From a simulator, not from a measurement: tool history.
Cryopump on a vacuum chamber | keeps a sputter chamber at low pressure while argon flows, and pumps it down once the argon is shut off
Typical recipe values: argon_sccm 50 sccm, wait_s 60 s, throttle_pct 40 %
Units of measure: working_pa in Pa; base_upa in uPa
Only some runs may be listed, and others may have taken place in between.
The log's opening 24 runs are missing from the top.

run	day	argon_sccm	wait_s	throttle_pct	hours of work since the pump was warmed up and emptied	hours of work since the cold head was overhauled	hours of work since the chamber's fittings were tightened	working_pa	base_upa
25	35.729	53	25	27	837	837	2020	0.1421	2.66
26	37.304	53	25	27	856	856	2039	0.1424	2.68
27	39.583	77	25	27	882	882	2065	0.2086	2.78
28	40.929	91	25	27	898	898	2081	0.2475	2.76
29	42.617	80	21	40	918	918	2101	0.1516	2.9
30	44.875	52	77	52	944	944	2127	0.0787	1.87
31	46.7	52	77	52	965	965	2148	0.0791	1.93
32	47.888	43	60	31	979	979	2162	0.1023	2.07
33	49.429	49	60	31	997	997	2180	0.1184	2.14
34	51.271	62	195	40	1019	1019	2202	0.1195	1.77

4 options for the next run, each taken on its own from the tool as it stands now. Forecast them:
A	52.992	48	250	23	1039	1039	2222	?	?
B	52.992	44	75	53	1039	1039	2222	?	?
C	52.992	93	68	39	1039	1039	2222	?	?
D	52.992	39	198	40	1039	1039	2222	?	?

run	working_pa	base_upa
A	0.1528	1.69
B	0.0664	2.02
C	0.1851	2.07
D	0.0744	1.74
Without the tool's hidden state the same runs would have given:
run	working_pa	base_upa
A	0.1423	0.24
B	0.0568	0.56
C	0.1646	0.63
D	0.0659	0.29

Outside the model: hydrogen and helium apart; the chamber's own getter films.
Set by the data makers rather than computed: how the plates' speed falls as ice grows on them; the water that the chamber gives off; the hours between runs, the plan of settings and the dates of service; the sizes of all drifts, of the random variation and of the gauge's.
